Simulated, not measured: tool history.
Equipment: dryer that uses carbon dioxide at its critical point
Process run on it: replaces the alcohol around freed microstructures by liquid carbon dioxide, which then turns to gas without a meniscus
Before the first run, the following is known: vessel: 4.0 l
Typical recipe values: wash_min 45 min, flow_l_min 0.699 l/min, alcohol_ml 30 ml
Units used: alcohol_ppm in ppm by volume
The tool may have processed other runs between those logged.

run	hour	wash_min	flow_l_min	alcohol_ml	alcohol_ppm
1	0.0	45	0.699	30	37
2	13.1	45	0.699	30	43
3	22.4	45	0.699	30	47
4	30.2	70	0.699	30	23
5	40.0	70	0.570	30	35
6	50.2	70	0.569	30	35
7	64.1	45	0.699	30	54
8	71.8	45	0.699	30	52
9	81.0	45	0.699	30	52
10	91.9	45	0.699	30	55
11	103.7	45	0.699	30	63
12	113.1	45	0.699	30	58
13	122.6	45	0.699	30	56
14	132.2	45	0.699	30	52
15	142.7	45	0.699	30	54
16	154.3	68	0.699	24	39
17	168.0	68	0.699	24	34
18	177.9	45	0.699	33	67
19	191.2	58	0.643	106	67
20	200.4	58	0.643	106	60
21	208.8	58	0.643	106	72
22	221.6	33	0.581	106	963
23	227.3	41	1.004	108	61
24	233.6	45	0.699	44	80
25	243.8	45	0.699	44	81
26	257.5	45	0.699	95	138
# hour 262.3: inlet filter changed
27	264.8	45	0.699	42	55
28	274.3	30	0.699	52	209

Here are 5 independent what-if runs from the current tool condition. What would each one return?
A	281.6	63	0.514	78	?
B	281.6	45	0.699	49	?
C	281.6	30	0.677	41	?
D	281.6	46	0.980	26	?
E	281.6	31	0.699	52	?

run	alcohol_ppm
A	66
B	61
C	214
D	37
E	193
The same runs, with their run-to-run variation unchanged, on a tool lacking any hidden condition would have given:
run	alcohol_ppm
A	31
B	25
C	174
D	1
E	154

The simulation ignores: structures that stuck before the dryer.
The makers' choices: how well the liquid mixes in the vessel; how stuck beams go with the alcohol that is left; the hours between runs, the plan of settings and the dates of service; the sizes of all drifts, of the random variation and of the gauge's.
